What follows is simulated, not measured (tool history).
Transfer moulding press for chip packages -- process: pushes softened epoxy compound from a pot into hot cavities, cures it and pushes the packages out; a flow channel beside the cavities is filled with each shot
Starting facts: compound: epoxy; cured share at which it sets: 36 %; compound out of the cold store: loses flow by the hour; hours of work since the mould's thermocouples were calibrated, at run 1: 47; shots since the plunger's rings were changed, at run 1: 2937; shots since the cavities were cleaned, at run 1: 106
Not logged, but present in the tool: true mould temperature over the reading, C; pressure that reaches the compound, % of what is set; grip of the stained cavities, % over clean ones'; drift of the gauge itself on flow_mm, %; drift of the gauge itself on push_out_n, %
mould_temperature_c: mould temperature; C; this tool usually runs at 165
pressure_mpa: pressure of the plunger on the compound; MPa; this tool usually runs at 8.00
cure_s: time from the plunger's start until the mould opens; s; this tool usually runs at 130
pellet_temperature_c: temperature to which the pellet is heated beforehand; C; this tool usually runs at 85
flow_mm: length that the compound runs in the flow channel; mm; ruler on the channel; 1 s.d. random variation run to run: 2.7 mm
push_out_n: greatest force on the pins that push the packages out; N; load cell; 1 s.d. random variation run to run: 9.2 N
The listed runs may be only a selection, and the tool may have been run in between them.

run	hour	mould_temperature_c	pressure_mpa	cure_s	pellet_temperature_c	hours of work since the mould's thermocouples were calibrated	shots since the plunger's rings were changed	shots since the cavities were cleaned	incoming compound's hours out of the cold store	flow_mm	push_out_n
1	0.0	165	8.00	130	85	47	2937	106	30.9	744	482
2	11.4	165	8.00	130	85	54	3039	208	37.8	718	495
3	31.5	165	8.00	130	85	67	3217	386	44.0	706	553
4	43.2	165	8.00	130	85	74	3321	490	14.4	784	588
5	57.6	165	8.00	130	85	83	3449	618	17.3	777	601
6	68.6	165	8.00	130	85	90	3547	716	30.1	740	632
# hour 73.7: cavities cleaned with cleaning compound and waxed
7	83.4	165	8.00	130	85	98	3664	85	45.0	696	464
8	105.3	165	8.00	130	91	112	3859	280	21.6	753	520
9	127.2	165	8.00	130	91	126	4054	475	11.2	783	584
10	143.0	165	8.00	130	91	136	4194	615	26.1	740	594
11	152.4	165	8.00	130	91	142	4278	699	39.5	701	614
# hour 160.3: cavities cleaned with cleaning compound and waxed
12	174.4	165	8.00	130	85	155	4460	126	10.6	774	477
13	192.1	165	8.00	130	85	166	4617	283	31.6	717	530
14	211.8	165	8.00	130	85	178	4792	458	25.9	731	561
15	227.8	165	8.00	130	85	188	4934	600	32.2	712	569
16	237.9	165	8.00	130	85	194	5024	690	42.8	685	608
# hour 246.0: cavities cleaned with cleaning compound and waxed
17	253.6	165	7.76	167	85	203	5150	68	19.9	732	419
# hour 266.1: plunger's sealing rings changed
18	266.1	165	9.44	130	85	210	0	157	20.1	873	472
19	287.3	170	9.44	125	76	223	188	345	11.7	882	525
20	304.0	170	9.44	125	76	233	337	494	32.1	815	552
21	325.3	168	7.32	142	81	247	526	683	38.7	702	581
# hour 334.7: cavities cleaned with cleaning compound and waxed
22	347.2	172	6.75	136	77	260	707	111	43.7	648	423
23	361.7	172	6.75	136	77	269	836	240	8.4	742	471
24	373.7	172	6.75	136	77	276	942	346	39.7	663	502
25	383.7	172	9.33	136	88	283	1031	435	44.2	758	527
26	405.2	162	9.21	160	94	296	1222	626	31.1	824	574
# hour 422.3: cavities cleaned with cleaning compound and waxed
27	429.5	165	8.33	130	82	310	1425	64	12.9	833	459
28	451.4	159	8.33	130	82	324	1619	258	24.8	813	669
29	470.0	160	6.30	115	93	336	1784	423	25.1	695	822

Forecast each of these 4 alternatives for the next run:
A	485.2	160	6.30	114	76	345	1920	559	14.9	?	?
B	485.2	162	6.30	115	93	345	1920	559	31.8	?	?
C	485.2	165	8.00	130	84	345	1920	559	26.3	?	?
D	485.2	160	6.30	115	95	345	1920	559	31.9	?	?

run	flow_mm	push_out_n
A	731	913
B	668	754
C	764	601
D	682	825
The same runs, with their run-to-run variation unchanged, on a tool lacking any hidden condition would have given:
run	flow_mm	push_out_n
A	753	629
B	689	524
C	788	421
D	703	572
